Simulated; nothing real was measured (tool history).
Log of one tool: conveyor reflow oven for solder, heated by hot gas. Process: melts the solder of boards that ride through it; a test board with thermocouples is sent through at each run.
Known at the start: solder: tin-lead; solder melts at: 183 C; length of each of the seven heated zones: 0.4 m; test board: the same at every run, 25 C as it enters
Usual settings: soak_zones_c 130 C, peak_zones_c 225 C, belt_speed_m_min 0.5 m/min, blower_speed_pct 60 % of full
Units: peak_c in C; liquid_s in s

{"run": 1, "hour": 0.0, "soak_zones_c": 130, "peak_zones_c": 225, "belt_speed_m_min": 0.5, "blower_speed_pct": 60, "peak_c": 206.9, "liquid_s": 57}
{"run": 2, "hour": 32.3, "soak_zones_c": 130, "peak_zones_c": 225, "belt_speed_m_min": 0.5, "blower_speed_pct": 60, "peak_c": 207.2, "liquid_s": 56.9}
{"run": 3, "hour": 55.4, "soak_zones_c": 130, "peak_zones_c": 225, "belt_speed_m_min": 0.5, "blower_speed_pct": 60, "peak_c": 207.4, "liquid_s": 56.2}
{"run": 4, "hour": 85.8, "soak_zones_c": 130, "peak_zones_c": 225, "belt_speed_m_min": 0.5, "blower_speed_pct": 60, "peak_c": 207.1, "liquid_s": 56.2}
{"hour": 108.4, "done": "flux residue cleaned out of gas plates and filters"}
{"run": 5, "hour": 123.1, "soak_zones_c": 130, "peak_zones_c": 225, "belt_speed_m_min": 0.5, "blower_speed_pct": 60, "peak_c": 207.1, "liquid_s": 57.3}
{"run": 6, "hour": 156.2, "soak_zones_c": 130, "peak_zones_c": 225, "belt_speed_m_min": 0.484, "blower_speed_pct": 60, "peak_c": 208.7, "liquid_s": 59.9}
{"run": 7, "hour": 176.7, "soak_zones_c": 130, "peak_zones_c": 232, "belt_speed_m_min": 0.484, "blower_speed_pct": 72, "peak_c": 216.7, "liquid_s": 70.1}
{"run": 8, "hour": 209.0, "soak_zones_c": 130, "peak_zones_c": 218, "belt_speed_m_min": 0.5, "blower_speed_pct": 52, "peak_c": 199.8, "liquid_s": 44.6}
{"run": 9, "hour": 241.4, "soak_zones_c": 130, "peak_zones_c": 234, "belt_speed_m_min": 0.5, "blower_speed_pct": 76, "peak_c": 218.4, "liquid_s": 70}
{"run": 10, "hour": 270.4, "soak_zones_c": 130, "peak_zones_c": 230, "belt_speed_m_min": 0.5, "blower_speed_pct": 60, "peak_c": 212, "liquid_s": 62.3}

The next listed run, before its measurement:
{"run": 11, "hour": 290.0, "soak_zones_c": 130, "peak_zones_c": 222, "belt_speed_m_min": 0.443, "blower_speed_pct": 53, "peak_c": "?", "liquid_s": "?"}

peak_c: 206.4 C
liquid_s: 64.1 s
Without the tool's hidden state the same run would have given peak_c 206.6 C, liquid_s 64.3 s.
